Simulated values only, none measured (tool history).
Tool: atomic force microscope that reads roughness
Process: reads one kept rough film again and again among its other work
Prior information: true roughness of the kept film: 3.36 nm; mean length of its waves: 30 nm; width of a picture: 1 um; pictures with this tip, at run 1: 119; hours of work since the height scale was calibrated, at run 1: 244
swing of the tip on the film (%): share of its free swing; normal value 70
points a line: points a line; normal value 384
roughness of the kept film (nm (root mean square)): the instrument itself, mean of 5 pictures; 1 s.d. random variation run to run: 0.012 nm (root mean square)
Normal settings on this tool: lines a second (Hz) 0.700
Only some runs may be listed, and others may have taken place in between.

run	hour	lines a second (Hz)	swing of the tip on the film (%)	points a line	pictures with this tip	hours of work since the height scale was calibrated	roughness of the kept film (nm (root mean square))
1	0.0	0.700	70	384	119	244	2.554
2	8.9	0.700	70	707	132	250	2.531
3	19.8	0.640	70	384	147	258	2.499
4	33.7	0.640	70	384	167	268	2.406
5	45.7	0.640	70	384	184	276	2.369
6	58.1	0.640	70	384	201	285	2.341
7	66.0	0.640	70	384	212	291	2.312
8	79.2	0.640	70	384	231	300	2.262
9	92.3	0.700	70	384	249	309	2.215
10	101.7	0.700	70	384	263	316	2.189
11	109.4	0.700	80	384	274	322	2.151
12	123.8	0.700	70	384	294	332	2.140
13	131.0	0.700	72	384	304	337	2.108
14	142.8	0.700	72	384	321	345	2.076
# hour 147.1: new tip fitted
15	158.1	0.700	72	384	16	356	2.777
16	167.1	0.700	72	384	28	362	2.741
# hour 168.8: height scale calibrated on a step standard
17	177.9	0.700	70	384	42	7	2.703
18	191.0	0.700	70	384	61	16	2.643
19	203.1	0.700	70	384	78	24	2.597
20	212.5	0.700	70	925	91	31	2.567
21	221.1	0.700	70	925	103	37	2.540
22	233.2	0.700	70	925	120	46	2.497
23	248.9	0.700	70	384	142	57	2.425
# hour 255.5: height scale calibrated on a step standard, once more
24	265.1	0.700	70	384	164	7	2.384
25	271.6	0.700	70	384	173	11	2.345
26	279.0	0.700	70	384	183	17	2.344
27	291.0	1.912	59	384	200	25	2.287
28	298.3	0.700	82	269	210	30	2.230
29	306.3	0.700	64	554	222	36	2.270
30	314.8	0.721	57	766	234	42	2.248
31	328.4	0.721	57	766	253	52	2.202
32	340.4	0.700	85	276	270	60	2.109
33	355.1	0.700	85	276	291	71	2.053
34	365.9	2.110	80	437	306	79	1.984
35	373.9	3.185	81	606	317	84	1.901
# hour 380.9: new tip fitted
36	382.1	3.185	81	606	2	90	2.623
37	396.5	0.520	83	264	22	100	2.710
38	409.9	0.520	83	264	41	110	2.654
39	419.2	0.520	83	264	54	116	2.621
40	429.7	0.702	70	351	69	124	2.586
41	441.0	3.972	61	384	85	132	2.496
42	451.6	0.700	85	889	100	140	2.492
43	467.1	0.700	85	889	122	151	2.438
44	477.0	3.304	74	384	136	158	2.285
45	490.3	3.304	55	701	155	167	2.366
46	501.3	1.556	69	306	170	175	2.313
47	508.8	1.556	69	306	181	180	2.280
48	518.1	0.909	68	335	194	187	2.272
49	531.4	0.938	63	387	212	196	2.232
50	546.0	1.328	70	384	233	207	2.151
51	557.5	1.328	70	291	249	215	2.132
52	572.4	1.328	70	291	270	226	2.094

Below are 4 alternative next runs, each starting from the tool's condition after run 52. Predict each:
A	584.9	1.068	70	291	288	235	?
B	584.9	2.059	62	389	288	235	?
C	584.9	1.328	70	634	288	235	?
D	584.9	1.402	87	790	288	235	?

run	roughness of the kept film (nm (root mean square))
A	2.062
B	2.077
C	2.077
D	2.019
With the hidden condition removed and each run's random variation left untouched, the same runs would have given:
run	roughness of the kept film (nm (root mean square))
A	2.833
B	2.851
C	2.854
D	2.772
